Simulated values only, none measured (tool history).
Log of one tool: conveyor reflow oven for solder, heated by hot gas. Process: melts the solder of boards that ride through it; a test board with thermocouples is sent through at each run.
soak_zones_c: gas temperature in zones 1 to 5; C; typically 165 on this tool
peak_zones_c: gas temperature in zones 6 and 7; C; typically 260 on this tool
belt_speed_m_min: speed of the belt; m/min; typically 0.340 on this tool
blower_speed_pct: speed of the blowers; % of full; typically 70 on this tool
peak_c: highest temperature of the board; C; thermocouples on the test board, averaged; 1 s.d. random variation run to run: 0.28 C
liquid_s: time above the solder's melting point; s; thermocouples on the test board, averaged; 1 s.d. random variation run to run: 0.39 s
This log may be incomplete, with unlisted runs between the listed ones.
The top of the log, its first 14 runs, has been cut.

{"run": 15, "day": 5.738, "soak_zones_c": 176, "peak_zones_c": 260, "belt_speed_m_min": 0.34, "blower_speed_pct": 70, "peak_c": 249.0, "liquid_s": 78.8}
{"run": 16, "day": 6.088, "soak_zones_c": 165, "peak_zones_c": 260, "belt_speed_m_min": 0.362, "blower_speed_pct": 70, "peak_c": 245.3, "liquid_s": 64.4}
{"run": 17, "day": 6.438, "soak_zones_c": 165, "peak_zones_c": 260, "belt_speed_m_min": 0.362, "blower_speed_pct": 70, "peak_c": 245.2, "liquid_s": 64.1}
{"run": 18, "day": 6.75, "soak_zones_c": 156, "peak_zones_c": 266, "belt_speed_m_min": 0.362, "blower_speed_pct": 70, "peak_c": 249.0, "liquid_s": 63.9}
{"run": 19, "day": 7.075, "soak_zones_c": 156, "peak_zones_c": 266, "belt_speed_m_min": 0.362, "blower_speed_pct": 64, "peak_c": 247.9, "liquid_s": 63.4}
{"run": 20, "day": 7.438, "soak_zones_c": 153, "peak_zones_c": 262, "belt_speed_m_min": 0.321, "blower_speed_pct": 64, "peak_c": 248.0, "liquid_s": 71.7}
{"run": 21, "day": 7.904, "soak_zones_c": 165, "peak_zones_c": 260, "belt_speed_m_min": 0.332, "blower_speed_pct": 70, "peak_c": 247.7, "liquid_s": 73.6}
{"run": 22, "day": 8.288, "soak_zones_c": 165, "peak_zones_c": 260, "belt_speed_m_min": 0.28, "blower_speed_pct": 53, "peak_c": 249.4, "liquid_s": 91.8}
{"run": 23, "day": 8.625, "soak_zones_c": 165, "peak_zones_c": 260, "belt_speed_m_min": 0.28, "blower_speed_pct": 53, "peak_c": 249.5, "liquid_s": 91.0}
{"run": 24, "day": 8.962, "soak_zones_c": 165, "peak_zones_c": 260, "belt_speed_m_min": 0.396, "blower_speed_pct": 53, "peak_c": 239.1, "liquid_s": 48.6}
{"run": 25, "day": 9.4, "soak_zones_c": 170, "peak_zones_c": 260, "belt_speed_m_min": 0.38, "blower_speed_pct": 70, "peak_c": 244.6, "liquid_s": 61.6}
{"run": 26, "day": 9.85, "soak_zones_c": 165, "peak_zones_c": 260, "belt_speed_m_min": 0.34, "blower_speed_pct": 51, "peak_c": 243.5, "liquid_s": 65.4}
{"run": 27, "day": 10.158, "soak_zones_c": 165, "peak_zones_c": 262, "belt_speed_m_min": 0.34, "blower_speed_pct": 51, "peak_c": 245.5, "liquid_s": 67.4}
{"run": 28, "day": 10.45, "soak_zones_c": 171, "peak_zones_c": 260, "belt_speed_m_min": 0.34, "blower_speed_pct": 67, "peak_c": 247.6, "liquid_s": 74.3}
{"run": 29, "day": 10.808, "soak_zones_c": 171, "peak_zones_c": 260, "belt_speed_m_min": 0.34, "blower_speed_pct": 67, "peak_c": 247.8, "liquid_s": 74.7}
{"run": 30, "day": 11.392, "soak_zones_c": 178, "peak_zones_c": 260, "belt_speed_m_min": 0.332, "blower_speed_pct": 67, "peak_c": 248.5, "liquid_s": 82.3}
{"run": 31, "day": 11.758, "soak_zones_c": 178, "peak_zones_c": 253, "belt_speed_m_min": 0.332, "blower_speed_pct": 71, "peak_c": 242.9, "liquid_s": 76.2}

4 ways to go on from here, each from the tool as it stands after run 31. What would each give?
{"run": "A", "day": 12.138, "soak_zones_c": 165, "peak_zones_c": 260, "belt_speed_m_min": 0.271, "blower_speed_pct": 70, "peak_c": "?", "liquid_s": "?"}
{"run": "B", "day": 12.138, "soak_zones_c": 152, "peak_zones_c": 250, "belt_speed_m_min": 0.332, "blower_speed_pct": 51, "peak_c": "?", "liquid_s": "?"}
{"run": "C", "day": 12.138, "soak_zones_c": 178, "peak_zones_c": 253, "belt_speed_m_min": 0.332, "blower_speed_pct": 70, "peak_c": "?", "liquid_s": "?"}
{"run": "D", "day": 12.138, "soak_zones_c": 173, "peak_zones_c": 253, "belt_speed_m_min": 0.332, "blower_speed_pct": 71, "peak_c": "?", "liquid_s": "?"}

run=A peak_c=252.4 liquid_s=100.3
run=B peak_c=233.1 liquid_s=46.3
run=C peak_c=243.2 liquid_s=75.3
run=D peak_c=242.3 liquid_s=72.6
Had the tool no hidden state, the same runs would have come out as:
run=A peak_c=252.5 liquid_s=100.3
run=B peak_c=233.1 liquid_s=46.4
run=C peak_c=243.3 liquid_s=75.4
run=D peak_c=242.4 liquid_s=72.7
